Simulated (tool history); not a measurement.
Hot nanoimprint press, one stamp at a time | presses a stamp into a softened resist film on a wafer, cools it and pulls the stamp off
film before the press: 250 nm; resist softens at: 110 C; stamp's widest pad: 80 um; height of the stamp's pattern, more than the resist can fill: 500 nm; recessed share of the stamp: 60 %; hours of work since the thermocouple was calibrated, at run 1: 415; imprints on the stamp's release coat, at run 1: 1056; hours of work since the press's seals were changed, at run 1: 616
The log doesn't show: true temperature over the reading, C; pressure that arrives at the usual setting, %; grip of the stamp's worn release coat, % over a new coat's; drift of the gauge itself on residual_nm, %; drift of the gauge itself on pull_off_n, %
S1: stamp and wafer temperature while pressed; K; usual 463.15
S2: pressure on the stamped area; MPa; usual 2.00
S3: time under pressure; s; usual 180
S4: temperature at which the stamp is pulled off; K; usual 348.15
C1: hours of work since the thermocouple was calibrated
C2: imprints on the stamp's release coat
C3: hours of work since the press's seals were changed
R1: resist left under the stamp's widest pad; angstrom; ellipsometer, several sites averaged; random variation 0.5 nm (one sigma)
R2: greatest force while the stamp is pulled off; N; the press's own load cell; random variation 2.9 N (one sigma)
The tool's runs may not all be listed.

run 1 day=0.000 | S1=463.15 S2=2.00 S3=180 S4=348.15 | C1=415 C2=1056 C3=616 | R1=1317 R2=156
-- day=0.633 plate thermocouple calibrated
run 2 day=0.892 | S1=463.15 S2=2.00 S3=180 S4=348.15 | C1=3 C2=1100 C3=625 | R1=1262 R2=157
run 3 day=2.338 | S1=463.15 S2=2.00 S3=180 S4=349.15 | C1=21 C2=1184 C3=643 | R1=1257 R2=153
run 4 day=3.121 | S1=463.15 S2=2.00 S3=180 S4=349.15 | C1=31 C2=1229 C3=653 | R1=1257 R2=154
-- day=4.683 press's hydraulic seals changed and the load cell set to zero
run 5 day=4.700 | S1=463.15 S2=2.00 S3=180 S4=349.15 | C1=47 C2=1301 C3=0 | R1=1232 R2=157
-- day=4.942 plate thermocouple calibrated, once more
run 6 day=5.796 | S1=463.15 S2=2.00 S3=180 S4=349.15 | C1=11 C2=1357 C3=12 | R1=1388 R2=172
run 7 day=6.504 | S1=463.15 S2=2.00 S3=180 S4=348.15 | C1=20 C2=1398 C3=21 | R1=1384 R2=178
run 8 day=7.221 | S1=463.15 S2=2.00 S3=126 S4=348.15 | C1=29 C2=1439 C3=30 | R1=1537 R2=176
run 9 day=8.321 | S1=463.15 S2=1.29 S3=180 S4=348.15 | C1=42 C2=1503 C3=44 | R1=1641 R2=175
run 10 day=9.442 | S1=463.15 S2=2.00 S3=180 S4=348.15 | C1=57 C2=1568 C3=58 | R1=1378 R2=191
run 11 day=10.142 | S1=463.15 S2=2.00 S3=180 S4=348.15 | C1=65 C2=1608 C3=67 | R1=1370 R2=181
run 12 day=11.192 | S1=463.15 S2=2.00 S3=180 S4=348.15 | C1=79 C2=1669 C3=80 | R1=1377 R2=185
run 13 day=12.292 | S1=463.15 S2=2.00 S3=180 S4=348.15 | C1=92 C2=1732 C3=94 | R1=1367 R2=190
run 14 day=13.354 | S1=463.15 S2=2.00 S3=180 S4=348.15 | C1=106 C2=1794 C3=107 | R1=1375 R2=184
run 15 day=14.575 | S1=463.15 S2=2.00 S3=180 S4=348.15 | C1=121 C2=1864 C3=123 | R1=1363 R2=191
run 16 day=15.850 | S1=463.15 S2=2.00 S3=180 S4=348.15 | C1=137 C2=1938 C3=139 | R1=1362 R2=199
run 17 day=17.212 | S1=463.15 S2=2.02 S3=298 S4=344.15 | C1=154 C2=2016 C3=156 | R1=1137 R2=209
run 18 day=18.562 | S1=474.15 S2=2.00 S3=180 S4=348.15 | C1=171 C2=2095 C3=173 | R1=889 R2=193
run 19 day=19.592 | S1=463.15 S2=2.00 S3=313 S4=337.15 | C1=184 C2=2154 C3=186 | R1=1119 R2=256
run 20 day=20.700 | S1=463.15 S2=2.00 S3=313 S4=337.15 | C1=198 C2=2218 C3=200 | R1=1112 R2=261
run 21 day=21.571 | S1=463.15 S2=2.00 S3=313 S4=337.15 | C1=209 C2=2268 C3=211 | R1=1112 R2=259
run 22 day=22.233 | S1=463.15 S2=2.00 S3=91 S4=337.15 | C1=217 C2=2306 C3=219 | R1=1646 R2=265
-- day=23.242 stamp cleaned and given a new release coat
run 23 day=23.783 | S1=467.15 S2=2.00 S3=287 S4=348.15 | C1=234 C2=31 C3=235 | R1=968 R2=132
run 24 day=25.000 | S1=463.15 S2=2.13 S3=198 S4=348.15 | C1=249 C2=102 C3=251 | R1=1260 R2=131
run 25 day=25.896 | S1=455.15 S2=2.74 S3=133 S4=354.15 | C1=260 C2=154 C3=262 | R1=1723 R2=114
run 26 day=26.733 | S1=455.15 S2=2.74 S3=133 S4=354.15 | C1=271 C2=202 C3=273 | R1=1714 R2=118
run 27 day=27.450 | S1=455.15 S2=2.74 S3=133 S4=354.15 | C1=280 C2=243 C3=282 | R1=1710 R2=121
run 28 day=28.875 | S1=455.15 S2=2.74 S3=133 S4=354.15 | C1=298 C2=326 C3=299 | R1=1712 R2=123
run 29 day=30.108 | S1=455.15 S2=2.74 S3=133 S4=354.15 | C1=313 C2=397 C3=315 | R1=1707 R2=122
run 30 day=31.496 | S1=463.15 S2=2.00 S3=238 S4=348.15 | C1=331 C2=477 C3=332 | R1=1210 R2=145
run 31 day=32.421 | S1=463.15 S2=2.00 S3=238 S4=348.15 | C1=342 C2=531 C3=344 | R1=1194 R2=148

The same runs without the tool's hidden state, with the same run-to-run variation:
run=1 R1=1381 R2=131
run=2 R1=1380 R2=134
run=3 R1=1379 R2=129
run=4 R1=1381 R2=129
run=5 R1=1379 R2=130
run=6 R1=1386 R2=130
run=7 R1=1384 R2=134
run=8 R1=1538 R2=132
run=9 R1=1646 R2=130
run=10 R1=1385 R2=139
run=11 R1=1378 R2=131
run=12 R1=1388 R2=134
run=13 R1=1380 R2=136
run=14 R1=1390 R2=131
run=15 R1=1381 R2=135
run=16 R1=1383 R2=138
run=17 R1=1159 R2=144
run=18 R1=907 R2=131
run=19 R1=1146 R2=172
run=20 R1=1142 R2=173
run=21 R1=1143 R2=171
run=22 R1=1681 R2=174
run=23 R1=998 R2=134
run=24 R1=1299 R2=131
run=25 R1=1769 R2=113
run=26 R1=1762 R2=117
run=27 R1=1759 R2=118
run=28 R1=1765 R2=118
run=29 R1=1763 R2=115
run=30 R1=1264 R2=135
run=31 R1=1249 R2=136

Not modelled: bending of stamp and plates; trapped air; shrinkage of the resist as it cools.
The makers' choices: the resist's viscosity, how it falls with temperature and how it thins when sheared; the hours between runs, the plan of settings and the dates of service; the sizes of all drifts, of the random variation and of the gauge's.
